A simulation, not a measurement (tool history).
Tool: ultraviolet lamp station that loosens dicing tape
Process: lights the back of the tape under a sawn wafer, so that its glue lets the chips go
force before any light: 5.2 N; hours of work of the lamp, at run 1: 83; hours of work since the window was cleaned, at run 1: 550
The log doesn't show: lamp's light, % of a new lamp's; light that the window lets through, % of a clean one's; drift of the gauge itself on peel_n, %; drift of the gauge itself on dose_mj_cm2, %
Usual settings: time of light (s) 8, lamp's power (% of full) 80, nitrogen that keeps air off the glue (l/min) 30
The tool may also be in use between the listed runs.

run	hour	time of light (s)	lamp's power (% of full)	nitrogen that keeps air off the glue (l/min)	hours of work of the lamp	hours of work since the window was cleaned	force that peels the tape off (N)	light that reached the tape (J/m2)
1	0	8	80	30	83	550	0.535	5110
2	8.3	8	80	30	87	555	0.531	5130
3	14.9	8	80	30	91	558	0.583	5120
4	19.9	8	80	30	93	561	0.553	5070
5	26.7	8	80	30	97	564	0.578	5060
6	34	8	80	10	100	568	1.033	5060
7	42.2	11	64	21	105	572	0.608	5580

Forecast run 8:
8	46.8	8	62	30	107	574	?	?

{"run 8": {"force that peels the tape off (N)": 0.908, "light that reached the tape (J/m2)": 3920}}
Without the tool's hidden state the same run would have given force that peels the tape off (N) 0.695, light that reached the tape (J/m2) 4560.
